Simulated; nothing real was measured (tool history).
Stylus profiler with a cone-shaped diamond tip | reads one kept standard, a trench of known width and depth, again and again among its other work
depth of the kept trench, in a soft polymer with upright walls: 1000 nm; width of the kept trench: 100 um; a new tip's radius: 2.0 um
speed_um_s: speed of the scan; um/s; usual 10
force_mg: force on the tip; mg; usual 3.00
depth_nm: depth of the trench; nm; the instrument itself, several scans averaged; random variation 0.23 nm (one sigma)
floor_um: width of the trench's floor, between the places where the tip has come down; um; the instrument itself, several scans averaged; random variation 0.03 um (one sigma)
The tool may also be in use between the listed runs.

run	hour	speed_um_s	force_mg	depth_nm	floor_um
1	0.0	10	3.00	1009.61	96.14
2	10.7	10	3.00	1009.26	96.12
3	20.1	10	3.00	1009.37	96.13
4	30.8	10	1.39	1005.37	96.09
5	41.5	10	1.39	1005.55	96.06
6	50.7	18	3.00	1009.10	96.03
7	59.7	10	3.00	1009.00	96.02
8	70.9	10	1.10	1004.71	95.97
9	80.0	10	3.00	1009.02	96.01
10	94.9	10	3.00	1008.95	95.96
11	106.1	10	3.00	1009.00	96.00
12	120.4	7	3.00	1008.96	95.97
13	128.2	7	3.00	1008.75	95.93
14	139.6	7	3.00	1008.75	95.92
15	151.1	7	3.00	1008.86	95.85
16	166.4	11	3.00	1008.77	95.84
17	183.6	2	3.00	1008.61	95.89
18	200.2	6	3.00	1008.96	95.84
19	214.0	34	2.02	1006.74	95.59
20	222.2	34	2.02	1006.04	95.60
21	239.5	34	2.02	1005.94	95.56
22	247.5	5	2.02	1006.58	95.75
23	257.1	5	3.74	1009.80	95.80
# hour 258.4: height scale calibrated on a step standard
24	272.7	8	5.27	1012.44	95.68
25	282.3	10	1.15	1003.62	95.65
26	294.6	10	1.15	1003.77	95.66
27	303.0	10	1.15	1003.68	95.67
28	311.8	10	1.15	1004.00	95.65
# hour 320.2: height scale calibrated on a step standard, once more
29	328.1	2	3.19	1010.09	95.63
30	335.5	3	2.67	1009.03	95.65
31	353.5	12	1.16	1005.51	95.52
32	367.1	12	1.20	1004.95	95.56
33	376.8	3	1.49	1006.01	95.54
34	388.4	13	7.10	1017.46	95.47
35	396.9	38	1.13	1005.16	95.24

Forecast each of these 3 alternatives for the next run:
A	411.4	16	1.78	?	?
B	411.4	37	7.34	?	?
C	411.4	12	6.10	?	?

run	depth_nm	floor_um
A	1007.11	95.39
B	1017.94	95.44
C	1015.21	95.52
Without the tool's hidden state the same runs would have given:
run	depth_nm	floor_um
A	1006.91	96.39
B	1017.74	96.44
C	1015.01	96.52
